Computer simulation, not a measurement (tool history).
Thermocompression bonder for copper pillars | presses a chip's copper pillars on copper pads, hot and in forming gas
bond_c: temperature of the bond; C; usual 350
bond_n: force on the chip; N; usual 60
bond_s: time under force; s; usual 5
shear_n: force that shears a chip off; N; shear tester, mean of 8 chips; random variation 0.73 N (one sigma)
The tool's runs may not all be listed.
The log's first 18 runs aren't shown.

{"hour": 769.7, "done": "force cell calibrated"}
{"run": 19, "hour": 777.3, "bond_c": 350, "bond_n": 60, "bond_s": 12, "shear_n": 69.4}
{"run": 20, "hour": 820.7, "bond_c": 354, "bond_n": 53, "bond_s": 5, "shear_n": 47.6}
{"run": 21, "hour": 860.0, "bond_c": 356, "bond_n": 62, "bond_s": 8, "shear_n": 63.7}
{"hour": 871.6, "done": "heater calibrated with a thermocouple chip"}
{"hour": 887.0, "done": "forming gas filter changed"}
{"run": 22, "hour": 924.9, "bond_c": 356, "bond_n": 62, "bond_s": 8, "shear_n": 73.9}
{"run": 23, "hour": 963.9, "bond_c": 341, "bond_n": 52, "bond_s": 5, "shear_n": 43.6}
{"run": 24, "hour": 997.2, "bond_c": 350, "bond_n": 60, "bond_s": 5, "shear_n": 53.7}
{"run": 25, "hour": 1030.9, "bond_c": 350, "bond_n": 60, "bond_s": 5, "shear_n": 52.8}
{"run": 26, "hour": 1074.3, "bond_c": 335, "bond_n": 39, "bond_s": 7, "shear_n": 37.0}
{"hour": 1099.4, "done": "forming gas filter changed"}
{"run": 27, "hour": 1123.5, "bond_c": 339, "bond_n": 65, "bond_s": 5, "shear_n": 50.8}
{"run": 28, "hour": 1181.5, "bond_c": 350, "bond_n": 78, "bond_s": 3, "shear_n": 52.4}
{"run": 29, "hour": 1214.4, "bond_c": 325, "bond_n": 47, "bond_s": 3, "shear_n": 26.2}
{"run": 30, "hour": 1260.6, "bond_c": 325, "bond_n": 61, "bond_s": 4, "shear_n": 34.9}
{"run": 31, "hour": 1286.0, "bond_c": 325, "bond_n": 61, "bond_s": 4, "shear_n": 33.4}
{"hour": 1310.8, "done": "forming gas filter changed"}
{"run": 32, "hour": 1326.1, "bond_c": 356, "bond_n": 72, "bond_s": 14, "shear_n": 96.9}
{"run": 33, "hour": 1367.4, "bond_c": 350, "bond_n": 43, "bond_s": 9, "shear_n": 58.3}
{"run": 34, "hour": 1419.3, "bond_c": 350, "bond_n": 43, "bond_s": 9, "shear_n": 55.5}
{"run": 35, "hour": 1480.6, "bond_c": 350, "bond_n": 43, "bond_s": 9, "shear_n": 52.9}
{"hour": 1523.8, "done": "forming gas filter changed"}
{"run": 36, "hour": 1541.7, "bond_c": 346, "bond_n": 86, "bond_s": 3, "shear_n": 54.4}
{"run": 37, "hour": 1593.8, "bond_c": 346, "bond_n": 86, "bond_s": 3, "shear_n": 50.9}
{"run": 38, "hour": 1629.3, "bond_c": 346, "bond_n": 86, "bond_s": 3, "shear_n": 49.5}

Forecast each of these 3 alternatives for the next run:
{"run": "A", "hour": 1691.4, "bond_c": 346, "bond_n": 50, "bond_s": 3, "shear_n": "?"}
{"run": "B", "hour": 1691.4, "bond_c": 350, "bond_n": 63, "bond_s": 5, "shear_n": "?"}
{"run": "C", "hour": 1691.4, "bond_c": 358, "bond_n": 60, "bond_s": 5, "shear_n": "?"}

run=A shear_n=34.6
run=B shear_n=53.0
run=C shear_n=56.6
Without the tool's hidden state the same runs would have given:
run=A shear_n=38.7
run=B shear_n=59.1
run=C shear_n=63.0
